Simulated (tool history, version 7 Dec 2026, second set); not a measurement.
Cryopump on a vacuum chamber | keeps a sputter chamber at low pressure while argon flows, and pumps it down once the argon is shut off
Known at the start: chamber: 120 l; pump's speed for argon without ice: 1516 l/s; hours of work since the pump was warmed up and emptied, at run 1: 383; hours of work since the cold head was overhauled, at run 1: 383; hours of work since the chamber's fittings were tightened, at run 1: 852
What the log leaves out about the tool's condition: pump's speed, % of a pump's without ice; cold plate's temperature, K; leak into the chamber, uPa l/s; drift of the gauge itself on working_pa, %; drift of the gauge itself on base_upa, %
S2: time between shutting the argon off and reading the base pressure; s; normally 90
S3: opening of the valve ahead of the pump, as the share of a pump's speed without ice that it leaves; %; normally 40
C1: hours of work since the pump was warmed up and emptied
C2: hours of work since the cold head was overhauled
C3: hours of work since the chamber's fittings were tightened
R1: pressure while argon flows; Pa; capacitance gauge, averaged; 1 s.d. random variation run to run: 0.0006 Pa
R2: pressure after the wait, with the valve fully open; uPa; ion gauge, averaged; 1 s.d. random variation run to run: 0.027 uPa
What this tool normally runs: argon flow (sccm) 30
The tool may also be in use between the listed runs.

Run 1, day 0.000: usual settings; C1 383; C2 383; C3 852. Result: R1 0.0859 Pa, R2 1.71 uPa.
Run 2, day 2.350: usual settings but argon flow (sccm) 23; C1 406; C2 406; C3 876. Result: R1 0.0651 Pa, R2 1.71 uPa.
Run 3, day 5.258: usual settings but argon flow (sccm) 23, S2 44 s; C1 436; C2 436; C3 906. Result: R1 0.0657 Pa, R2 2.91 uPa.
Run 4, day 6.629: usual settings but S2 49 s; C1 450; C2 450; C3 920. Result: R1 0.0860 Pa, R2 2.63 uPa.
Run 5, day 8.946: usual settings but S2 49 s; C1 473; C2 473; C3 943. Result: R1 0.0856 Pa, R2 2.65 uPa.
Run 6, day 10.679: usual settings but S2 49 s; C1 491; C2 491; C3 961. Result: R1 0.0866 Pa, R2 2.70 uPa.
Run 7, day 12.646: usual settings; C1 511; C2 511; C3 981. Result: R1 0.0863 Pa, R2 1.78 uPa.
Run 8, day 14.783: usual settings; C1 533; C2 533; C3 1003. Result: R1 0.0863 Pa, R2 1.84 uPa.
Run 9, day 16.950: usual settings; C1 555; C2 555; C3 1025. Result: R1 0.0860 Pa, R2 1.89 uPa.
Run 10, day 19.221: usual settings but argon flow (sccm) 16, S3 44 %; C1 578; C2 578; C3 1048. Result: R1 0.0424 Pa, R2 1.89 uPa.
Run 11, day 21.912: usual settings but argon flow (sccm) 16, S3 44 %; C1 605; C2 605; C3 1075. Result: R1 0.0427 Pa, R2 1.88 uPa.
Run 12, day 24.254: usual settings but argon flow (sccm) 51, S3 27 %; C1 629; C2 629; C3 1099. Result: R1 0.2180 Pa, R2 1.87 uPa.
Run 13, day 27.621: usual settings but argon flow (sccm) 13, S2 179 s, S3 44 %; C1 663; C2 663; C3 1133. Result: R1 0.0348 Pa, R2 1.43 uPa.
Run 14, day 29.179: usual settings but argon flow (sccm) 13, S2 179 s, S3 44 %; C1 679; C2 679; C3 1149. Result: R1 0.0357 Pa, R2 1.44 uPa.
Run 15, day 32.196: usual settings but argon flow (sccm) 17, S2 39 s, S3 33 %; C1 710; C2 710; C3 1180. Result: R1 0.0607 Pa, R2 3.41 uPa.
Run 16, day 34.483: usual settings but argon flow (sccm) 17, S2 39 s, S3 33 %; C1 733; C2 733; C3 1203. Result: R1 0.0605 Pa, R2 3.36 uPa.

4 ways to go on from here, each from the tool as it stands after run 16. What would each give?
Run A, day 37.833: usual settings but argon flow (sccm) 17, S2 39 s, S3 45 %; C1 767; C2 767; C3 1237. Result: R1 ?, R2 ?.
Run B, day 37.833: usual settings but argon flow (sccm) 16, S2 190 s, S3 29 %; C1 767; C2 767; C3 1237. Result: R1 ?, R2 ?.
Run C, day 37.833: usual settings but argon flow (sccm) 16, S2 142 s, S3 20 %; C1 767; C2 767; C3 1237. Result: R1 ?, R2 ?.
Run D, day 37.833: usual settings but argon flow (sccm) 29, S2 37 s, S3 22 %; C1 767; C2 767; C3 1237. Result: R1 ?, R2 ?.

run      R1    R2
  A  0.0455  3.38
  B  0.0637  1.43
  C  0.0923  1.64
  D  0.1538  3.54
The same runs, with their run-to-run variation unchanged, on a tool lacking any hidden condition would have given:
run      R1    R2
  A  0.0429  2.59
  B  0.0612  0.66
  C  0.0898  0.86
  D  0.1492  2.75
